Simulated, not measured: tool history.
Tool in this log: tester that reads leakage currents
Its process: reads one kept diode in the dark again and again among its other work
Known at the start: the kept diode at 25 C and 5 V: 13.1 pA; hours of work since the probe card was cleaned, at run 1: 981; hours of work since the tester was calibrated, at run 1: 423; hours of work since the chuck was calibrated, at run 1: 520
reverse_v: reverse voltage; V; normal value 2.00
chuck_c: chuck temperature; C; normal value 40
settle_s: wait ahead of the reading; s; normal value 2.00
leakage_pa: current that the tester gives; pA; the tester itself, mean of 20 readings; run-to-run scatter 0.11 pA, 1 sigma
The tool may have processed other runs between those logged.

| run | hour | reverse_v | chuck_c | settle_s | hours of work since the probe card was cleaned | hours of work since the tester was calibrated | hours of work since the chuck was calibrated | leakage_pa |
|---|---|---|---|---|---|---|---|---|
| 1 | 0.0 | 2.00 | 40 | 2.00 | 981 | 423 | 520 | 38.07 |
| 2 | 45.1 | 2.00 | 40 | 2.00 | 1015 | 458 | 554 | 38.13 |
|  | 101.1 | chuck's temperature calibrated |
| 3 | 105.2 | 2.00 | 31 | 2.00 | 1059 | 502 | 3 | 20.70 |
| 4 | 167.3 | 2.00 | 40 | 1.50 | 1106 | 549 | 50 | 39.21 |
| 5 | 236.2 | 2.00 | 40 | 1.50 | 1158 | 601 | 102 | 39.95 |
| 6 | 284.9 | 2.00 | 40 | 0.54 | 1195 | 638 | 139 | 40.66 |
|  | 311.7 | chuck's temperature calibrated, once more |
| 7 | 335.9 | 2.00 | 40 | 8.18 | 1232 | 675 | 18 | 36.69 |
| 8 | 394.1 | 2.00 | 40 | 2.00 | 1276 | 719 | 62 | 37.06 |
| 9 | 423.9 | 2.00 | 40 | 2.00 | 1299 | 741 | 85 | 37.25 |
| 10 | 490.3 | 2.00 | 40 | 2.00 | 1349 | 792 | 135 | 37.46 |
| 11 | 557.5 | 2.00 | 40 | 2.00 | 1400 | 843 | 186 | 37.58 |
| 12 | 611.6 | 13.45 | 59 | 6.05 | 1441 | 884 | 227 | 299.64 |

Run 13 has not been measured yet. What should we expect?
| 13 | 653.7 | 13.45 | 59 | 6.05 | 1473 | 916 | 259 | ? |

Run 13 gave leakage_pa 301.73 pA.
The same run, on a tool lacking any hidden state, would have yielded leakage_pa 267.92 pA.
